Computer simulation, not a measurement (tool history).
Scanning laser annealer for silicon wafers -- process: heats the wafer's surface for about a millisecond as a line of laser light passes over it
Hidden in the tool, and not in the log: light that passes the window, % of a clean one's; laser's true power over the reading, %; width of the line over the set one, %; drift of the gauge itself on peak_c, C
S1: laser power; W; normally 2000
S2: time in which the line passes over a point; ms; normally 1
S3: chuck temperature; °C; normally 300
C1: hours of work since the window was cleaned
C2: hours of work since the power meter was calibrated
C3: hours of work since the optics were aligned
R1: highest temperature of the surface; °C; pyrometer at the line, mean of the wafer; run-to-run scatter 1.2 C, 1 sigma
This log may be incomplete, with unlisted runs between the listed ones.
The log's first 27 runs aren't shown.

{"run": 28, "hour": 273.6, "S1": 2000, "S2": 0.72, "S3": 300, "C1": 149, "C2": 376, "C3": 360, "R1": 906}
{"run": 29, "hour": 281.6, "S1": 1750, "S2": 0.78, "S3": 300, "C1": 153, "C2": 380, "C3": 363, "R1": 858}
{"run": 30, "hour": 292.0, "S1": 1750, "S2": 0.78, "S3": 300, "C1": 158, "C2": 384, "C3": 368, "R1": 858}
{"run": 31, "hour": 303.4, "S1": 2061, "S2": 1, "S3": 303, "C1": 163, "C2": 390, "C3": 374, "R1": 1062}
{"run": 32, "hour": 310.9, "S1": 2110, "S2": 0.74, "S3": 282, "C1": 167, "C2": 393, "C3": 377, "R1": 931}
{"run": 33, "hour": 321.8, "S1": 1728, "S2": 1.12, "S3": 285, "C1": 172, "C2": 398, "C3": 382, "R1": 970}
{"run": 34, "hour": 335.2, "S1": 2013, "S2": 1.03, "S3": 300, "C1": 178, "C2": 404, "C3": 388, "R1": 1055}
{"run": 35, "hour": 344.9, "S1": 2000, "S2": 0.73, "S3": 300, "C1": 182, "C2": 409, "C3": 393, "R1": 910}
{"run": 36, "hour": 355.6, "S1": 1955, "S2": 0.87, "S3": 294, "C1": 187, "C2": 414, "C3": 398, "R1": 958}
{"run": 37, "hour": 364.2, "S1": 1838, "S2": 1.04, "S3": 278, "C1": 191, "C2": 418, "C3": 402, "R1": 974}
{"run": 38, "hour": 375.9, "S1": 1838, "S2": 1.04, "S3": 278, "C1": 197, "C2": 423, "C3": 407, "R1": 971}
{"run": 39, "hour": 384.0, "S1": 1838, "S2": 1.04, "S3": 278, "C1": 200, "C2": 427, "C3": 411, "R1": 973}
{"run": 40, "hour": 391.4, "S1": 1838, "S2": 1.04, "S3": 278, "C1": 204, "C2": 431, "C3": 414, "R1": 970}

Branching from run 40: 5 alternative next runs. What would each branch give?
{"run": "A", "hour": 400.4, "S1": 1830, "S2": 0.73, "S3": 316, "C1": 208, "C2": 435, "C3": 419, "R1": "?"}
{"run": "B", "hour": 400.4, "S1": 2061, "S2": 1.04, "S3": 278, "C1": 208, "C2": 435, "C3": 419, "R1": "?"}
{"run": "C", "hour": 400.4, "S1": 1968, "S2": 1.17, "S3": 303, "C1": 208, "C2": 435, "C3": 419, "R1": "?"}
{"run": "D", "hour": 400.4, "S1": 1882, "S2": 0.74, "S3": 309, "C1": 208, "C2": 435, "C3": 419, "R1": "?"}
{"run": "E", "hour": 400.4, "S1": 1837, "S2": 1, "S3": 300, "C1": 208, "C2": 435, "C3": 419, "R1": "?"}

run=A R1=874
run=B R1=1052
run=C R1=1097
run=D R1=887
run=E R1=979
With no hidden state in the tool, these same runs would have given:
run=A R1=877
run=B R1=1057
run=C R1=1102
run=D R1=891
run=E R1=984
